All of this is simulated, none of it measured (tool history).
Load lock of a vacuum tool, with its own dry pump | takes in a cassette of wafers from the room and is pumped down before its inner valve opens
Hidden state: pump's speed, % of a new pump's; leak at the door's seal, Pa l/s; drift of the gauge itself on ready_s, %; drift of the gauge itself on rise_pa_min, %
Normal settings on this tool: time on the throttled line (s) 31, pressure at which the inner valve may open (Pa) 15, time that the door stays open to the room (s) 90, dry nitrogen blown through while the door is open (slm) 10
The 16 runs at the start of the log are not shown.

run,day,time on the throttled line (s),pressure at which the inner valve may open (Pa),time that the door stays open to the room (s),dry nitrogen blown through while the door is open (slm),hours that the pump has run since its overhaul,times that the door has closed on its seal,"incoming humidity of the room's air, %",time from the closed door until the inner valve may open (s),rise of the pressure with all valves shut (Pa/min)
17,66.292,31,15,90,10,2658,9522,47.4,48.1,0.166
18,69.508,31,15,90,10,2735,9652,41.3,48.5,0.153
19,72.754,31,15,90,10,2813,9783,47,48.4,0.163
20,75.679,31,15,90,19,2883,9902,47.6,47.9,0.144
21,80.917,37,29,95,10,3009,10114,47.2,51.8,0.169
22,86.279,37,29,95,10,3138,10331,46.1,52.7,0.172
23,91.579,37,11,146,10,3265,10545,43.5,54.4,0.204
24,96.971,37,11,146,10,3394,10763,46,54.4,0.208
25,102.112,31,15,187,38,3518,10971,43,49,0.162
26,105.15,23,15,90,30,3591,11094,44.9,41.8,0.132
27,110.025,23,15,90,30,3708,11291,47,41.9,0.139
28,114.633,29,15,210,10,3818,11478,48.3,46.4,0.264
29,119.204,31,15,34,10,3928,11663,44.2,48.6,0.117
30,123.671,31,15,34,10,4035,11844,45.3,48.4,0.122
31,129.375,31,15,34,10,4172,12074,42.6,49,0.121
32,134.121,31,15,90,15,4286,12266,42.4,48.3,0.16
33,136.662,26,15,151,30,4347,12369,39.3,44.8,0.161
34,142.267,26,16,151,9,4481,12596,45.8,44.4,0.229
35,144.862,18,13,90,14,4544,12701,48.2,37.4,0.179
36,148.542,18,13,90,14,4632,12850,46.3,38.2,0.172
37,154.075,18,13,90,14,4765,13074,47.2,38.6,0.179
38,156.538,37,22,116,13,4824,13173,45.6,53.5,0.193

3 ways to go on from here, each from the tool as it stands after run 38. What would each give?
A,158.971,21,22,116,13,4882,13272,45.1,?,?
B,158.971,37,23,116,13,4882,13272,47.5,?,?
C,158.971,37,22,70,32,4882,13272,42.8,?,?

run,time from the closed door until the inner valve may open (s),rise of the pressure with all valves shut (Pa/min)
A,39.6,0.192
B,52.3,0.198
C,53.4,0.132
Without the tool's hidden state the same runs would have given:
run,time from the closed door until the inner valve may open (s),rise of the pressure with all valves shut (Pa/min)
A,38.7,0.121
B,51.4,0.129
C,52.6,0.063
